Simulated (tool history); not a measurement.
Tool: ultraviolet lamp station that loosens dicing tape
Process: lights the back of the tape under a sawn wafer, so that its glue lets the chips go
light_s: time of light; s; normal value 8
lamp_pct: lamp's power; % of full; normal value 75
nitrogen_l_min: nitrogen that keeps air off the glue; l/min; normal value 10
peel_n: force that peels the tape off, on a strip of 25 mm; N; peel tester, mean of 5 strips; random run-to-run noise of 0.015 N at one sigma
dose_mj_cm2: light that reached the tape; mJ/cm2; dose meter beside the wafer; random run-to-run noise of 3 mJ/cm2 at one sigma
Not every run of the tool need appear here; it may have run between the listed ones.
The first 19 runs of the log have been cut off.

run	hour	light_s	lamp_pct	nitrogen_l_min	hours of work of the lamp	hours of work since the window was cleaned	peel_n	dose_mj_cm2
# hour 512.9: window cleaned of glue's vapour, once more
20	524.4	8	75	10	436	8	0.924	393
21	542.6	8	75	9	448	20	1.009	386
22	570.3	8	77	10	467	39	0.882	396
23	602.4	7	66	10	489	61	1.523	291
24	621.7	11	92	18	502	74	0.271	637
25	653.4	8	75	6	524	96	1.242	376
26	679.5	8	74	3	542	113	1.745	367
27	715.3	6	74	3	566	138	2.615	273
28	734.9	5	82	10	579	151	1.884	249
29	772.9	5	82	10	605	177	1.99	248
30	808.8	5	82	10	630	201	2.011	245
31	839.1	5	82	10	650	222	2.036	237
32	867.8	5	82	10	670	242	2.086	235
33	885.8	14	68	10	682	254	0.469	549
34	905.8	14	61	10	696	268	0.603	487
35	933.8	14	61	3	715	287	1.162	479
36	954.6	4	61	3	729	301	4.427	138
37	988.9	5	75	11	752	324	2.397	207
38	1017	5	75	11	771	343	2.377	205
39	1039.3	6	95	4	787	358	1.96	307
40	1076.9	10	90	11	812	384	0.549	483

Consider 4 possible next runs. They are alternatives, not a sequence: every one starts from the tool as it was left by run 40. What does each give?
A	1094.3	10	86	13	824	396	?	?
B	1094.3	14	90	15	824	396	?	?
C	1094.3	7	62	3	824	396	?	?
D	1094.3	6	90	11	824	396	?	?

run	peel_n	dose_mj_cm2
A	0.598	460
B	0.278	674
C	3.119	229
D	1.541	284
Without the tool's unlogged condition, the same runs would have read:
run	peel_n	dose_mj_cm2
A	0.311	639
B	0.201	939
C	2.153	318
D	0.856	397

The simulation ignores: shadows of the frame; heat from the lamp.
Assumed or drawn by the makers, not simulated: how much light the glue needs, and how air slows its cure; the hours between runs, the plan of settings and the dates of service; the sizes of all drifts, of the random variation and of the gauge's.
